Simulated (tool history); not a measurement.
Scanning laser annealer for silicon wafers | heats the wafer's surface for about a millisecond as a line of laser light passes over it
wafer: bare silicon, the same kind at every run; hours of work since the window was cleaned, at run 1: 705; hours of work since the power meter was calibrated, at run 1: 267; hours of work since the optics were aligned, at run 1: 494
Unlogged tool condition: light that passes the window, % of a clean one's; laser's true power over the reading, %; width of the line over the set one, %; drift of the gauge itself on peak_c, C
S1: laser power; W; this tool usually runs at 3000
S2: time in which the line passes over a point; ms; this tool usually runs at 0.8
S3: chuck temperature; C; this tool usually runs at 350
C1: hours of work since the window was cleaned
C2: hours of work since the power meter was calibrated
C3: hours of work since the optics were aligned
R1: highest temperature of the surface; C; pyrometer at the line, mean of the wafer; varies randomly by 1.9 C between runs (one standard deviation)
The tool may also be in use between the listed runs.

{"run": 1, "day": 0.0, "S1": 3000, "S2": 0.8, "S3": 350, "C1": 705, "C2": 267, "C3": 494, "R1": 1086}
{"run": 2, "day": 0.796, "S1": 3000, "S2": 0.8, "S3": 350, "C1": 715, "C2": 276, "C3": 504, "R1": 1088}
{"run": 3, "day": 1.175, "S1": 3000, "S2": 0.8, "S3": 350, "C1": 719, "C2": 281, "C3": 509, "R1": 1085}
{"run": 4, "day": 1.542, "S1": 3000, "S2": 0.8, "S3": 340, "C1": 724, "C2": 285, "C3": 513, "R1": 1076}
{"run": 5, "day": 2.038, "S1": 3000, "S2": 0.8, "S3": 340, "C1": 730, "C2": 291, "C3": 519, "R1": 1073}
{"run": 6, "day": 2.379, "S1": 3000, "S2": 0.8, "S3": 340, "C1": 734, "C2": 296, "C3": 523, "R1": 1073}
{"run": 7, "day": 3.179, "S1": 3000, "S2": 0.8, "S3": 326, "C1": 744, "C2": 305, "C3": 533, "R1": 1060}
{"run": 8, "day": 3.833, "S1": 3000, "S2": 0.8, "S3": 326, "C1": 752, "C2": 313, "C3": 541, "R1": 1055}
{"run": 9, "day": 4.475, "S1": 3000, "S2": 0.8, "S3": 350, "C1": 760, "C2": 321, "C3": 549, "R1": 1080}
{"run": 10, "day": 4.958, "S1": 3000, "S2": 0.8, "S3": 350, "C1": 766, "C2": 327, "C3": 555, "R1": 1077}
{"run": 11, "day": 5.417, "S1": 2755, "S2": 0.8, "S3": 350, "C1": 771, "C2": 333, "C3": 561, "R1": 1025}
{"run": 12, "day": 6.021, "S1": 2755, "S2": 0.685, "S3": 350, "C1": 779, "C2": 340, "C3": 568, "R1": 977}
{"run": 13, "day": 6.367, "S1": 2755, "S2": 0.685, "S3": 350, "C1": 783, "C2": 344, "C3": 572, "R1": 978}
{"run": 14, "day": 6.879, "S1": 2755, "S2": 0.685, "S3": 350, "C1": 789, "C2": 351, "C3": 579, "R1": 978}
{"run": 15, "day": 7.592, "S1": 2755, "S2": 0.685, "S3": 350, "C1": 798, "C2": 359, "C3": 587, "R1": 978}
{"run": 16, "day": 8.212, "S1": 2755, "S2": 0.766, "S3": 350, "C1": 806, "C2": 367, "C3": 595, "R1": 1008}
{"run": 17, "day": 8.992, "S1": 3000, "S2": 0.8, "S3": 350, "C1": 815, "C2": 377, "C3": 604, "R1": 1083}
{"run": 18, "day": 9.538, "S1": 3000, "S2": 0.8, "S3": 350, "C1": 822, "C2": 383, "C3": 611, "R1": 1079}
{"run": 19, "day": 10.246, "S1": 3000, "S2": 0.8, "S3": 350, "C1": 830, "C2": 392, "C3": 620, "R1": 1078}
{"run": 20, "day": 10.892, "S1": 3127, "S2": 0.8, "S3": 350, "C1": 838, "C2": 400, "C3": 628, "R1": 1112}
{"run": 21, "day": 11.283, "S1": 3000, "S2": 0.8, "S3": 385, "C1": 843, "C2": 405, "C3": 632, "R1": 1113}
{"run": 22, "day": 11.938, "S1": 3070, "S2": 0.8, "S3": 339, "C1": 851, "C2": 413, "C3": 640, "R1": 1083}
{"run": 23, "day": 12.7, "S1": 2654, "S2": 0.729, "S3": 315, "C1": 860, "C2": 422, "C3": 650, "R1": 934}
{"run": 24, "day": 13.142, "S1": 3000, "S2": 0.8, "S3": 338, "C1": 866, "C2": 427, "C3": 655, "R1": 1064}
{"run": 25, "day": 13.725, "S1": 3198, "S2": 0.867, "S3": 379, "C1": 873, "C2": 435, "C3": 662, "R1": 1178}
{"run": 26, "day": 14.138, "S1": 3198, "S2": 0.867, "S3": 379, "C1": 878, "C2": 440, "C3": 667, "R1": 1180}
{"run": 27, "day": 14.679, "S1": 3198, "S2": 0.867, "S3": 379, "C1": 885, "C2": 446, "C3": 674, "R1": 1182}
{"run": 28, "day": 15.333, "S1": 3270, "S2": 0.867, "S3": 379, "C1": 893, "C2": 454, "C3": 682, "R1": 1196}
{"run": 29, "day": 16.0, "S1": 3270, "S2": 0.867, "S3": 379, "C1": 901, "C2": 462, "C3": 690, "R1": 1196}
{"run": 30, "day": 16.475, "S1": 3000, "S2": 0.686, "S3": 310, "C1": 907, "C2": 468, "C3": 696, "R1": 990}
{"run": 31, "day": 17.012, "S1": 3000, "S2": 0.686, "S3": 310, "C1": 913, "C2": 475, "C3": 703, "R1": 991}
{"run": 32, "day": 17.683, "S1": 2770, "S2": 0.802, "S3": 390, "C1": 921, "C2": 483, "C3": 711, "R1": 1059}
{"run": 33, "day": 18.467, "S1": 3000, "S2": 0.8, "S3": 350, "C1": 931, "C2": 493, "C3": 720, "R1": 1076}
{"run": 34, "day": 19.062, "S1": 3023, "S2": 0.665, "S3": 325, "C1": 938, "C2": 500, "C3": 728, "R1": 1000}
{"run": 35, "day": 19.838, "S1": 3189, "S2": 0.855, "S3": 366, "C1": 948, "C2": 509, "C3": 737, "R1": 1160}

Selected run-to-run steps in R1, each split into two signed amounts: the part the tool would show with no hidden state at all (from settings, incoming material and random variation), and the remainder, which goes to the hidden state together with any gauge scatter not common to the measured and the hidden-state-free results:
Run 22 -> 23: S1 3070 -> 2654, S2 0.8 -> 0.729, S3 339 -> 315. R1 -149 C: hidden state +6, all else -155.
Run 29 -> 30: S1 3270 -> 3000, S2 0.867 -> 0.686, S3 379 -> 310. R1 -206 C: hidden state +7, all else -213.
Run 34 -> 35: S1 3023 -> 3189, S2 0.665 -> 0.855, S3 325 -> 366. R1 +160 C: hidden state -7, all else +167.
